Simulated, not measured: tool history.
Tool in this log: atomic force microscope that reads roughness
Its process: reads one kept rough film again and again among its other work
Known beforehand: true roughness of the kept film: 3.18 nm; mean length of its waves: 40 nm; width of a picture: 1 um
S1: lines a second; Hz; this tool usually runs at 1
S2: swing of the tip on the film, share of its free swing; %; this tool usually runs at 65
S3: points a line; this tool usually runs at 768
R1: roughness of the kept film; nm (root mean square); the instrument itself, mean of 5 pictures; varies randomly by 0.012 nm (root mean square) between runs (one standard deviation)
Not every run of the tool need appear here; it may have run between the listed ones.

Run 1, hour 0: usual settings. Result: R1 2.672 nm (root mean square).
Run 2, hour 18.1: usual settings but S3 746. Result: R1 2.629 nm (root mean square).
Run 3, hour 40.2: usual settings but S3 746. Result: R1 2.624 nm (root mean square).
Run 4, hour 65.8: usual settings but S3 360. Result: R1 2.592 nm (root mean square).
At hour 80.7: new tip fitted.
Run 5, hour 98.8: usual settings but S3 360. Result: R1 2.882 nm (root mean square).
Run 6, hour 126.9: usual settings but S3 360. Result: R1 2.814 nm (root mean square).
Run 7, hour 146: usual settings. Result: R1 2.793 nm (root mean square).
Run 8, hour 171.8: usual settings. Result: R1 2.778 nm (root mean square).
At hour 175.3: height scale calibrated on a step standard.
Run 9, hour 201.9: usual settings. Result: R1 2.722 nm (root mean square).
Run 10, hour 221.9: usual settings. Result: R1 2.72 nm (root mean square).
Run 11, hour 248.5: usual settings but S2 57 %. Result: R1 2.721 nm (root mean square).
Run 12, hour 270: usual settings but S2 57 %, S3 338. Result: R1 2.671 nm (root mean square).
Run 13, hour 297: usual settings. Result: R1 2.626 nm (root mean square).
Run 14, hour 322.4: usual settings but S2 82 %, S3 548. Result: R1 2.475 nm (root mean square).
At hour 346.8: height scale calibrated on a step standard, once more.
Run 15, hour 354.1: usual settings but S1 2.13 Hz, S2 85 %, S3 617. Result: R1 2.198 nm (root mean square).
At hour 361.4: new tip fitted.
Run 16, hour 377.8: usual settings but S1 0.6 Hz, S2 58 %, S3 285. Result: R1 2.923 nm (root mean square).
Run 17, hour 408.1: usual settings but S1 3.5 Hz, S2 59 %, S3 682. Result: R1 2.712 nm (root mean square).
Run 18, hour 439.4: usual settings but S1 0.75 Hz, S3 529. Result: R1 2.817 nm (root mean square).
Run 19, hour 464.5: usual settings but S1 1.46 Hz, S3 395. Result: R1 2.739 nm (root mean square).
Run 20, hour 487.6: usual settings but S1 0.65 Hz, S2 82 %, S3 350. Result: R1 2.675 nm (root mean square).

Run 21 has not been measured yet. What should we expect?
Run 21, hour 515.9: usual settings but S1 0.84 Hz, S2 59 %, S3 350. Result: R1 ?.

Run 21 yielded R1 2.746 nm (root mean square).
If the tool had no hidden condition, the same run with the same run-to-run variation would have returned R1 2.949 nm (root mean square).
